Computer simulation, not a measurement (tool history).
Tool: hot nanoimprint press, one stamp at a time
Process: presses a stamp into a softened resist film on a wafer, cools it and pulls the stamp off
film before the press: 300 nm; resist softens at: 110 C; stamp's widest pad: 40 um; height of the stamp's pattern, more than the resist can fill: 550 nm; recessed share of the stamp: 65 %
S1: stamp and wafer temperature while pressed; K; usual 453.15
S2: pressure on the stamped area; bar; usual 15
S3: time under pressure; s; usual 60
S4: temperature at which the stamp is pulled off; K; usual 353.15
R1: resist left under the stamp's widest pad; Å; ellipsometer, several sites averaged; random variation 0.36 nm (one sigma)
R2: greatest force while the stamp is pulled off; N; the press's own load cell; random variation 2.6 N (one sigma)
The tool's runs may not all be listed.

run	hour	S1	S2	S3	S4	R1	R2
1	0	453.15	15	60	353.15	1622	125
2	7.4	453.15	15	60	353.15	1620	127
3	12.7	453.15	15	60	353.15	1618	127
4	20.7	460.15	15	60	353.15	1369	133
5	32.1	460.15	15	60	353.15	1366	132
6	40	460.15	15	60	353.15	1367	129
7	47.5	460.15	15	60	353.15	1371	136
8	53.8	453.15	15	60	356.15	1615	130
# hour 62.4: plate thermocouple calibrated
9	64.5	453.15	15	60	353.15	1603	135
10	70.2	453.15	15	60	353.15	1601	135
11	77.9	453.15	15	60	353.15	1605	135
# hour 85.7: plate thermocouple calibrated, once more
12	91.9	453.15	15	60	353.15	1645	135
13	100.3	453.15	15	74	353.15	1534	144
14	107.2	453.15	15	60	353.15	1649	132
15	111.9	453.15	15	60	353.15	1646	139
16	121.4	453.15	15	60	353.15	1642	140
17	130.4	453.15	15	60	353.15	1646	139
18	139.4	454.15	17.4	35	358.15	1769	129
19	145.7	462.15	9.6	117	342.15	1302	172
20	153.2	462.15	9.6	117	342.15	1303	172
21	164	462.15	9.6	117	342.15	1298	173
22	175.2	462.15	16.8	54	342.15	1301	177
23	184	463.15	16.8	77	339.15	1111	187
24	195.2	442.15	19.7	32	339.15	2234	190
25	203.9	442.15	19.7	32	339.15	2237	187
26	212.6	464.15	9.2	119	339.15	1260	185
27	217.7	464.15	9.2	119	339.15	1263	188
28	227.1	464.15	9.2	119	339.15	1264	188
29	231.8	464.15	9.2	119	339.15	1262	189

5 ways to go on from here, each from the tool as it stands after run 29. What would each give?
A	242	452.15	19.6	62	353.15	?	?
B	242	453.15	12.3	60	353.15	?	?
C	242	445.15	22.3	60	349.15	?	?
D	242	464.15	13.1	118	355.15	?	?
E	242	456.15	9.2	113	360.15	?	?

run	R1	R2
A	1482	153
B	1781	154
C	1691	166
D	1055	145
E	1544	129
Without the tool's hidden state the same runs would have given:
run	R1	R2
A	1470	122
B	1779	123
C	1676	132
D	1051	116
E	1546	103

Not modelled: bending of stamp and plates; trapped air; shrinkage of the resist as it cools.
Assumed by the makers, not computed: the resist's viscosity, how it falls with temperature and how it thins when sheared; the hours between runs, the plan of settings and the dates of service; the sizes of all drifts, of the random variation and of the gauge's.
